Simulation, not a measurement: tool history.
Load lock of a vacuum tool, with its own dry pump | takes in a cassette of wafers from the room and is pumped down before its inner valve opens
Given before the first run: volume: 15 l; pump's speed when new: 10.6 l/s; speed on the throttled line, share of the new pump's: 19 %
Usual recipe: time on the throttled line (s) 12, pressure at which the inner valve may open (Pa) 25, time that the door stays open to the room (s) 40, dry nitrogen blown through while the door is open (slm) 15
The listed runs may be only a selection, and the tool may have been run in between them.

run	hour	time on the throttled line (s)	pressure at which the inner valve may open (Pa)	time that the door stays open to the room (s)	dry nitrogen blown through while the door is open (slm)	incoming humidity of the room's air, %	time from the closed door until the inner valve may open (s)	rise of the pressure with all valves shut (Pa/min)
1	0	12	25	40	15	43.4	22.7	0.22
2	168.7	12	25	40	15	43.4	22.4	0.227
3	464	7	25	40	15	44.1	18.4	0.239
4	798.2	12	25	40	5	44	22.3	0.279
5	1086.6	12	25	40	5	41	22.9	0.282
6	1486.2	12	25	40	5	43.9	22.3	0.301
7	1869.8	12	25	40	5	44.6	23.1	0.317
8	2188.6	12	25	40	15	47	22.9	0.319
9	2570.4	12	25	40	15	45.8	22.6	0.343
10	2912.1	12	25	40	15	45.4	22.8	0.352
11	3080.4	12	25	40	15	41.6	23.2	0.359
12	3426.7	12	25	37	15	43.9	22.7	0.386
13	3791.3	12	25	37	15	45.5	23.2	0.404
14	4198.8	11	25	40	15	43.9	21.9	0.431
15	4593.3	11	25	40	15	43.7	22.7	0.445
16	4963.1	11	25	40	15	45.4	22.9	0.473
17	5295.2	12	25	40	7	43.2	23.6	0.505
18	5556	12	25	40	15	47.7	23.7	0.504
19	5821.2	12	25	40	15	43.3	23.5	0.514
20	6081.1	10	28	26	5	46.7	22.4	0.551
21	6488.4	10	28	26	5	50	22	0.578
22	6869.6	10	28	26	5	43.2	22.1	0.598
23	7153.6	10	28	26	5	42.5	22.8	0.624
24	7509.8	10	28	26	5	48.9	22.4	0.642
25	7745.9	10	28	26	5	44.7	22.3	0.671
26	7991.3	10	28	26	5	47.2	22.2	0.682
27	8247.8	10	28	26	5	42.4	22.3	0.704
28	8553	10	28	26	5	45.1	22	0.721
29	8729.9	9	43	86	17	47.8	20.5	0.747
30	9139	12	33	159	15	44.7	23.7	0.807
# hour 9221.4: door's seal changed, seat wiped
31	9348.2	11	38	27	9	45.4	22.7	0.063
32	9665.6	12	48	40	11	44.7	23.3	0.079
33	9998.6	12	48	40	11	43.7	23.8	0.079
34	10175.4	6	22	40	14	44.5	20.4	0.082
35	10450.3	6	22	40	14	46.7	21	0.091
36	10687.4	6	22	40	14	48.1	21.2	0.095

For run 37, what comes out?
37	11015.6	11	32	206	6	45.6	?	?

time from the closed door until the inner valve may open (s): 23.7
rise of the pressure with all valves shut (Pa/min): 0.203
Minus the tool's unlogged condition, the same run would have read time from the closed door until the inner valve may open (s) 20.2, rise of the pressure with all valves shut (Pa/min) 0.165.
